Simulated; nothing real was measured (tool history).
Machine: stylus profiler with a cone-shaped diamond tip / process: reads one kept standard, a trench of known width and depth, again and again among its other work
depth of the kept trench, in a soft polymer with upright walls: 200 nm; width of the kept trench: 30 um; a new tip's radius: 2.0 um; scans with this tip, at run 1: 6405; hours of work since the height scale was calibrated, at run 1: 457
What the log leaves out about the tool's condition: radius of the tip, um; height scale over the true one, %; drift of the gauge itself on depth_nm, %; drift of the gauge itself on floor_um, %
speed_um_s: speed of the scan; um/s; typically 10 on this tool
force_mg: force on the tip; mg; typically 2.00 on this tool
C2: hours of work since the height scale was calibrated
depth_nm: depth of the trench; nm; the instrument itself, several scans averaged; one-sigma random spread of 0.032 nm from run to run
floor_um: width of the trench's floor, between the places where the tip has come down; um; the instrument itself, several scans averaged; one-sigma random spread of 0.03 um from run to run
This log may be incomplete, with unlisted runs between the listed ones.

run 1 hour=0.0 | speed_um_s=10 force_mg=2.00 | scans_with_this_tip=6405 C2=457 | depth_nm=201.86 floor_um=27.73
run 2 hour=16.9 | speed_um_s=11 force_mg=2.00 | scans_with_this_tip=6506 C2=464 | depth_nm=201.89 floor_um=27.77
run 3 hour=39.7 | speed_um_s=10 force_mg=2.00 | scans_with_this_tip=6641 C2=474 | depth_nm=201.91 floor_um=27.69
run 4 hour=65.6 | speed_um_s=10 force_mg=0.89 | scans_with_this_tip=6794 C2=485 | depth_nm=201.30 floor_um=27.67
run 5 hour=86.4 | speed_um_s=10 force_mg=0.89 | scans_with_this_tip=6918 C2=493 | depth_nm=201.21 floor_um=27.65
run 6 hour=117.6 | speed_um_s=10 force_mg=0.89 | scans_with_this_tip=7103 C2=506 | depth_nm=201.25 floor_um=27.64
run 7 hour=146.2 | speed_um_s=4 force_mg=2.00 | scans_with_this_tip=7273 C2=519 | depth_nm=201.95 floor_um=27.74
run 8 hour=165.2 | speed_um_s=2 force_mg=5.86 | scans_with_this_tip=7385 C2=527 | depth_nm=203.63 floor_um=27.75
run 9 hour=181.4 | speed_um_s=28 force_mg=3.61 | scans_with_this_tip=7481 C2=533 | depth_nm=202.74 floor_um=27.62
run 10 hour=198.1 | speed_um_s=2 force_mg=1.14 | scans_with_this_tip=7581 C2=541 | depth_nm=201.43 floor_um=27.74
run 11 hour=216.8 | speed_um_s=9 force_mg=4.33 | scans_with_this_tip=7692 C2=548 | depth_nm=203.02 floor_um=27.69
run 12 hour=244.0 | speed_um_s=9 force_mg=4.33 | scans_with_this_tip=7853 C2=560 | depth_nm=203.03 floor_um=27.70
run 13 hour=261.0 | speed_um_s=9 force_mg=1.35 | scans_with_this_tip=7954 C2=567 | depth_nm=201.60 floor_um=27.66

Predict each of these 5 candidate next runs independently; none follows another, all start after run 13:
run A hour=285.1 | speed_um_s=11 force_mg=2.00 | scans_with_this_tip=8097 C2=577 | depth_nm=? floor_um=?
run B hour=285.1 | speed_um_s=7 force_mg=4.20 | scans_with_this_tip=8097 C2=577 | depth_nm=? floor_um=?
run C hour=285.1 | speed_um_s=4 force_mg=1.37 | scans_with_this_tip=8097 C2=577 | depth_nm=? floor_um=?
run D hour=285.1 | speed_um_s=14 force_mg=1.03 | scans_with_this_tip=8097 C2=577 | depth_nm=? floor_um=?
run E hour=285.1 | speed_um_s=33 force_mg=4.55 | scans_with_this_tip=8097 C2=577 | depth_nm=? floor_um=?

run=A depth_nm=201.96 floor_um=27.59
run=B depth_nm=203.01 floor_um=27.69
run=C depth_nm=201.59 floor_um=27.68
run=D depth_nm=201.42 floor_um=27.59
run=E depth_nm=203.15 floor_um=27.60
Without the tool's hidden state the same runs would have given:
run=A depth_nm=201.58 floor_um=28.13
run=B depth_nm=202.63 floor_um=28.23
run=C depth_nm=201.21 floor_um=28.22
run=D depth_nm=201.04 floor_um=28.13
run=E depth_nm=202.77 floor_um=28.14
